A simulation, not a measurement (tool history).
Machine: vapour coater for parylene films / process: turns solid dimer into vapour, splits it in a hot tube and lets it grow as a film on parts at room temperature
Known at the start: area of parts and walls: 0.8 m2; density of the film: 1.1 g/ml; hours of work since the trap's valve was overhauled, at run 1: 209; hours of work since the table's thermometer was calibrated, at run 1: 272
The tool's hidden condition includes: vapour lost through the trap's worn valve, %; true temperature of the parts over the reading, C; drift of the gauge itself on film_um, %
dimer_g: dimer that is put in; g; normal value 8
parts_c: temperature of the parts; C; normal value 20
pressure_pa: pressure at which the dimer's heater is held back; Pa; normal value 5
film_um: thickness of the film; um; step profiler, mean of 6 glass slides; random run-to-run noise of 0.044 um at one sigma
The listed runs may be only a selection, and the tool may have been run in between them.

| run | hour | dimer_g | parts_c | pressure_pa | hours of work since the trap's valve was overhauled | hours of work since the table's thermometer was calibrated | film_um |
|---|---|---|---|---|---|---|---|
| 1 | 0 | 8 | 20 | 5 | 209 | 272 | 5.42 |
| 2 | 24.7 | 8 | 22 | 5 | 227 | 290 | 5.01 |
| 3 | 81.7 | 8 | 23 | 5 | 268 | 331 | 4.93 |
| 4 | 121.6 | 8 | 20 | 5 | 296 | 360 | 5.37 |
| 5 | 167 | 8 | 20 | 3.67 | 329 | 392 | 5.55 |
| 6 | 197.8 | 8 | 20 | 3.67 | 351 | 415 | 5.55 |
| 7 | 251.5 | 8 | 20 | 5 | 390 | 453 | 5.35 |
| 8 | 285.1 | 8 | 24 | 5 | 415 | 478 | 4.67 |
| 9 | 331.2 | 8 | 24 | 5 | 448 | 511 | 4.64 |
|  | 362.1 | trap's valve overhauled |
| 10 | 364.9 | 8 | 24 | 5 | 2 | 532 | 4.79 |
| 11 | 391.8 | 8 | 24 | 5 | 21 | 552 | 4.9 |
| 12 | 446.5 | 8 | 24 | 5 | 61 | 591 | 4.94 |
| 13 | 501.7 | 4 | 28 | 4.57 | 101 | 631 | 2.19 |
| 14 | 534.8 | 5 | 18 | 9.99 | 125 | 655 | 3.35 |
| 15 | 585 | 10 | 30 | 5.73 | 161 | 691 | 4.93 |
| 16 | 633.9 | 11 | 20 | 5 | 196 | 727 | 7.6 |
| 17 | 670.3 | 11 | 27 | 2.07 | 222 | 753 | 6.7 |

Forecast each of these 4 alternatives for the next run:
| A | 715.6 | 6 | 23 | 2.07 | 255 | 786 | ? |
| B | 715.6 | 11 | 27 | 3.9 | 255 | 786 | ? |
| C | 715.6 | 11 | 27 | 3.53 | 255 | 786 | ? |
| D | 715.6 | 6 | 14 | 2.28 | 255 | 786 | ? |

| run | film_um |
|---|---|
| A | 4.17 |
| B | 6.29 |
| C | 6.28 |
| D | 5.49 |
Stripped of hidden state, with their random variation kept, the same runs would have yielded:
| run | film_um |
|---|---|
| A | 4.19 |
| B | 6.32 |
| C | 6.31 |
| D | 5.51 |
